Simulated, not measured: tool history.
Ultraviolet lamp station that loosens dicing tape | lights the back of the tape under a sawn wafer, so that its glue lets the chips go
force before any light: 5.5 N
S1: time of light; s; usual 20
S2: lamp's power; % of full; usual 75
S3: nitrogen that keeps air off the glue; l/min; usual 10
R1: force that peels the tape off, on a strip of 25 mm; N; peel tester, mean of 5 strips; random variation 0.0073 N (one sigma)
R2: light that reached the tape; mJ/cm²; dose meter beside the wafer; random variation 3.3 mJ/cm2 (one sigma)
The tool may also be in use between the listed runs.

Run 1, hour 0.0: usual settings. Result: R1 0.382 N, R2 435 mJ/cm².
Run 2, hour 7.6: usual settings. Result: R1 0.384 N, R2 437 mJ/cm².
Run 3, hour 15.1: usual settings. Result: R1 0.378 N, R2 427 mJ/cm².
Run 4, hour 25.3: usual settings but S1 31 s. Result: R1 0.199 N, R2 669 mJ/cm².
Run 5, hour 35.0: usual settings but S1 31 s. Result: R1 0.194 N, R2 668 mJ/cm².
Run 6, hour 41.8: usual settings. Result: R1 0.392 N, R2 424 mJ/cm².
Run 7, hour 51.5: usual settings. Result: R1 0.393 N, R2 427 mJ/cm².
Run 8, hour 57.1: usual settings. Result: R1 0.394 N, R2 425 mJ/cm².
Run 9, hour 64.1: usual settings. Result: R1 0.396 N, R2 425 mJ/cm².
Run 10, hour 73.0: usual settings. Result: R1 0.405 N, R2 420 mJ/cm².
Run 11, hour 81.0: usual settings. Result: R1 0.413 N, R2 419 mJ/cm².
Run 12, hour 87.3: usual settings. Result: R1 0.426 N, R2 419 mJ/cm².
Run 13, hour 98.0: usual settings but S1 30 s, S2 67 % of full. Result: R1 0.246 N, R2 558 mJ/cm².
Run 14, hour 109.6: usual settings but S1 19 s, S3 20 l/min. Result: R1 0.380 N, R2 392 mJ/cm².
Run 15, hour 117.5: usual settings but S1 22 s, S2 79 % of full. Result: R1 0.331 N, R2 479 mJ/cm².
Run 16, hour 125.0: usual settings but S1 22 s, S2 79 % of full. Result: R1 0.326 N, R2 477 mJ/cm².
Run 17, hour 135.2: usual settings but S1 38 s, S2 66 % of full. Result: R1 0.186 N, R2 688 mJ/cm².
Run 18, hour 145.0: usual settings but S1 38 s, S2 66 % of full. Result: R1 0.184 N, R2 680 mJ/cm².
Run 19, hour 152.8: usual settings but S1 38 s, S2 66 % of full. Result: R1 0.189 N, R2 687 mJ/cm².
Run 20, hour 164.8: usual settings but S1 38 s, S2 66 % of full. Result: R1 0.181 N, R2 674 mJ/cm².
Run 21, hour 170.4: usual settings but S1 38 s, S2 66 % of full. Result: R1 0.191 N, R2 669 mJ/cm².
At hour 179.6: window cleaned of glue's vapour.
Run 22, hour 182.0: usual settings but S1 12 s. Result: R1 0.897 N, R2 270 mJ/cm².
Run 23, hour 189.0: usual settings but S1 25 s, S2 81 % of full, S3 6 l/min. Result: R1 0.242 N, R2 610 mJ/cm².

Hidden state or all else? Some run-to-run changes of R1, split into what the settings, what came in and random variation would give without the hidden state, and what is left for the hidden state (with any gauge scatter that isn't in both results):
The hidden state here: lamp's light, % of a new lamp's; light that the window lets through, % of a clean one's; drift of the gauge itself on peel_n, %; drift of the gauge itself on dose_mj_cm2, %.
Run 21 -> 22: S1 38 -> 12, S2 66 -> 75, window cleaned of glue's vapour. R1 +0.706 N: hidden state +0.184, all else +0.522.
Run 22 -> 23: S1 12 -> 25, S2 75 -> 81, S3 10 -> 6. R1 -0.655 N: hidden state -0.166, all else -0.489.

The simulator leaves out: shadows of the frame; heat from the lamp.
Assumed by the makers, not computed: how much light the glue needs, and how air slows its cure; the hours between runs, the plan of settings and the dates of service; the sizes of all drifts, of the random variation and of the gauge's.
